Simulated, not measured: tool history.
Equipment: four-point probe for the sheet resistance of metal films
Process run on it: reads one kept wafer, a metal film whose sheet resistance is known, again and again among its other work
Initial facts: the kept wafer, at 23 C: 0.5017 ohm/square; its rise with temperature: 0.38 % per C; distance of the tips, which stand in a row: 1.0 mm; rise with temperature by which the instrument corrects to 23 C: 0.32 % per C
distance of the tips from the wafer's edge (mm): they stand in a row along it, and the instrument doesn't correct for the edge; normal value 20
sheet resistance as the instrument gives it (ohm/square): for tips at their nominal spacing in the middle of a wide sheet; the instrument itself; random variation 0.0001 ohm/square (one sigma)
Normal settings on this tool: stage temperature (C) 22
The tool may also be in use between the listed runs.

run	hour	stage temperature (C)	distance of the tips from the wafer's edge (mm)	sheet resistance as the instrument gives it (ohm/square)
1	0	22	20	0.500322
2	66.9	22	20	0.500167
3	121.1	22	20	0.500234
4	177.3	29	20	0.502027
5	236.4	29	20	0.502092
6	307.7	29	20	0.501687
7	368	29	20	0.501716
8	421.5	22	20	0.499719
9	476	22	20	0.499595
# hour 523.1: stage's thermometer calibrated
10	537.4	22	20	0.499285
11	591.4	22	20	0.499012
12	654.2	22	20	0.499113
13	711.2	22	20	0.498852
# hour 728.9: stage's thermometer calibrated, once more
14	791.8	22	20	0.500055
15	826.5	22	20	0.499909
16	889.1	22	20	0.499968
17	961.1	22	20	0.499978
18	1007.3	22	35	0.499231
19	1064.6	22	35	0.499043
20	1111.8	22	35	0.499133
21	1165.6	22	35	0.499122
22	1225.9	30	20	0.501893
23	1299.9	30	20	0.501759
24	1371	28	20	0.501026
25	1417	28	20	0.500968
26	1494.4	28	20	0.501022
27	1543.7	28	20	0.500813
28	1597	29	13	0.502057
29	1646.3	29	13	0.501891
30	1686.4	29	13	0.501736
31	1762.9	22	15	0.4993
32	1843.4	22	29	0.498144
33	1877.1	27	29	0.499727
34	1921	22	58	0.498002
35	2000	21	9	0.500754
36	2073.5	32	20	0.50132
37	2131.1	32	20	0.501065
38	2176	19	10	0.499433
39	2236.7	26	24	0.499048
40	2270.3	26	24	0.499087
41	2324.3	31	20	0.500636
42	2390.9	31	20	0.50064
43	2433	33	5	0.51095
44	2498	33	5	0.510594
45	2556.8	20	13	0.498014

Pick out some run-to-run changes in sheet resistance as the instrument gives it (ohm/square). Of each, how much would a tool without hidden state show as well, from the settings, what came in and chance, and how much is left for the hidden state and any gauge scatter not in both results compared?
Hidden state at play: inner tips' distance over the nominal, %; tips' flats over new ones', %; wafer's true temperature over the reading, C; drift of the gauge itself on sheet_ohm, %.
Run 9 -> 10: stage's thermometer calibrated. sheet resistance as the instrument gives it (ohm/square) -0.00031: hidden state -0.000458, all else +0.000148.
Run 13 -> 14: stage's thermometer calibrated, once more. sheet resistance as the instrument gives it (ohm/square) +0.001203: hidden state +0.001168, all else +0.000035.
Run 21 -> 22: stage temperature (C) 22 -> 30, distance of the tips from the wafer's edge (mm) 35 -> 20. sheet resistance as the instrument gives it (ohm/square) +0.002771: hidden state -0.000085, all else +0.002856.
Run 42 -> 43: stage temperature (C) 31 -> 33, distance of the tips from the wafer's edge (mm) 20 -> 5. sheet resistance as the instrument gives it (ohm/square) +0.01031: hidden state -0.000131, all else +0.010441.
Run 44 -> 45: stage temperature (C) 33 -> 20, distance of the tips from the wafer's edge (mm) 5 -> 13. sheet resistance as the instrument gives it (ohm/square) -0.01258: hidden state -0.000024, all else -0.012556.
